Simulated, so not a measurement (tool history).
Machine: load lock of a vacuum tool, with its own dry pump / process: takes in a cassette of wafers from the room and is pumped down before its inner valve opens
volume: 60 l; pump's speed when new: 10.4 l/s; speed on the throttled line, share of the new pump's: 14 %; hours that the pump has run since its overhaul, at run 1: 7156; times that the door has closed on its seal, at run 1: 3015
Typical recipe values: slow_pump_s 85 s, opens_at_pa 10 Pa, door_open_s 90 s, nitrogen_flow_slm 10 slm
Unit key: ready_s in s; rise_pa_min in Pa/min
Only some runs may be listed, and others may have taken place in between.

run,hour,slow_pump_s,opens_at_pa,door_open_s,nitrogen_flow_slm,hours that the pump has run since its overhaul,times that the door has closed on its seal,"incoming humidity of the room's air, %",ready_s,rise_pa_min
1,0.0,85,10,90,10,7156,3015,47.8,131.2,0.064
2,86.5,85,10,124,10,7242,3213,46.8,131.8,0.070
3,197.9,85,10,90,14,7354,3467,47.2,130.2,0.059
4,295.2,85,10,90,14,7451,3689,46.9,131.9,0.059
5,417.3,85,10,90,14,7573,3968,45.1,130.4,0.059
6,537.6,85,10,69,14,7693,4243,43.3,131.5,0.051
7,651.0,85,10,90,19,7807,4502,45.2,131.4,0.059
8,721.8,85,10,90,19,7878,4663,46.5,131.8,0.058
9,795.8,85,10,90,19,7952,4832,45.4,129.9,0.056
10,874.6,85,10,90,19,8030,5012,42.9,133.4,0.057
11,997.9,85,10,90,19,8154,5294,46.8,131.8,0.058
12,1051.6,85,10,90,19,8207,5416,44.2,132.0,0.058
13,1173.2,167,10,90,10,8329,5694,41.7,200.7,0.062
14,1254.2,167,10,90,10,8410,5879,46.3,201.9,0.068
15,1307.9,85,12,90,27,8464,6002,45.2,131.4,0.055

Forecast run 16:
16,1428.0,85,12,90,27,8584,6276,47.0,?,?

Logged for run 16: ready_s 131.4 s, rise_pa_min 0.061 Pa/min.
If the tool had no hidden condition, the same run with the same run-to-run variation would have returned ready_s 126.5 s, rise_pa_min 0.043 Pa/min.
